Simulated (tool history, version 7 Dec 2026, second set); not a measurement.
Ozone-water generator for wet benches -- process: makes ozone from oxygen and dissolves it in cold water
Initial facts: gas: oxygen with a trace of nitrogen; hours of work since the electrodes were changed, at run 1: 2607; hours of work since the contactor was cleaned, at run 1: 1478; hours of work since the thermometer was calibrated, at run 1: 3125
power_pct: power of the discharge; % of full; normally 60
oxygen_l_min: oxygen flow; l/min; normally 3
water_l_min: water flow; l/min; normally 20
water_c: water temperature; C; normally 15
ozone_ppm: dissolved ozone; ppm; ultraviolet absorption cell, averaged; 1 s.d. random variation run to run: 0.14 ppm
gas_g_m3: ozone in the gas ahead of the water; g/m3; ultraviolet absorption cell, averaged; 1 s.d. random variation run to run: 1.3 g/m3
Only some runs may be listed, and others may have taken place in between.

run	day	power_pct	oxygen_l_min	water_l_min	water_c	hours of work since the electrodes were changed	hours of work since the contactor was cleaned	hours of work since the thermometer was calibrated	ozone_ppm	gas_g_m3
1	0	60	3	20	15	2607	1478	3125	16.3	230.5
# day 1.817: water thermometer calibrated
2	4.554	66	3	20	15	2701	1572	56	17.2	247.1
3	9.696	66	3	20	15	2807	1677	162	17.2	246.2
4	15.662	66	3	20	15	2929	1800	285	17.3	246.5
5	18.525	66	3	20	15	2988	1859	344	17.4	247
6	21.154	60	3	20	23	3042	1913	398	15.3	231
7	23.958	60	3	20	23	3100	1971	456	14.9	235.5
8	28.375	60	3	20	23	3191	2062	547	14.8	233.4
9	34.075	60	3	20	23	3308	2179	664	14.9	231.8
10	39.875	60	3	20	23	3428	2299	784	14.9	232.1
11	44.762	60	3	20	15	3529	2399	884	16.3	234.1
12	47.371	60	3	20	15	3582	2453	938	16.4	232.6
13	51.371	60	3	20	15	3665	2535	1020	16.3	232
14	53.896	60	2.77	20	15	3717	2587	1072	15.9	243.1
# day 59.192: contactor cleaned
15	59.683	60	2.77	20	15	3832	10	1188	15.7	245.8
16	63.629	60	2.77	20	15	3914	91	1269	15.8	243.5
17	69.492	60	2.52	24	15	4034	212	1390	12.8	258.8
18	72.112	60	2.52	24	15	4088	266	1444	12.7	256.2
19	78.054	58	1.99	28	16	4210	388	1566	9.5	280.9
20	82.192	58	1.99	26	11	4296	473	1651	10.7	281
21	85.288	58	1.99	26	11	4359	537	1715	10.7	282.6
22	90.604	60	3	28	8	4469	647	1825	11.7	233.2
23	94.708	60	5.03	17	9	4553	731	1909	21.8	181.1
24	98.112	60	3	24	8	4624	801	1979	14	233.9
25	103.425	60	3	21	18	4733	911	2089	15.1	236.2
26	108.15	61	3	17	10	4830	1008	2186	20.4	236.6
27	112.183	91	4.28	20	10	4913	1091	2269	24.1	262.1
28	116.329	45	3	12	15	4999	1176	2354	21.6	191.8
29	121.262	45	1.61	17	15	5100	1278	2456	13.7	263
30	126.671	67	2.22	16	17	5212	1389	2567	20.4	294.1
31	129.154	51	4.78	20	15	5263	1440	2618	15.7	168.1
32	134.792	79	2.16	16	15	5379	1557	2734	22.8	335.1

Branching from run 32: 4 alternative next runs. What would each branch give?
A	140.412	100	2.16	21	20	5494	1672	2850	?	?
B	140.412	79	3.4	22	10	5494	1672	2850	?	?
C	140.412	79	2.02	16	15	5494	1672	2850	?	?
D	140.412	79	2.16	26	15	5494	1672	2850	?	?

run	ozone_ppm	gas_g_m3
A	19.2	396.1
B	19	269.3
C	22.4	346.2
D	13.8	336.7
Without the tool's hidden state the same runs would have given:
run	ozone_ppm	gas_g_m3
A	19.3	388.5
B	19.1	263.9
C	22.5	339.4
D	13.8	330
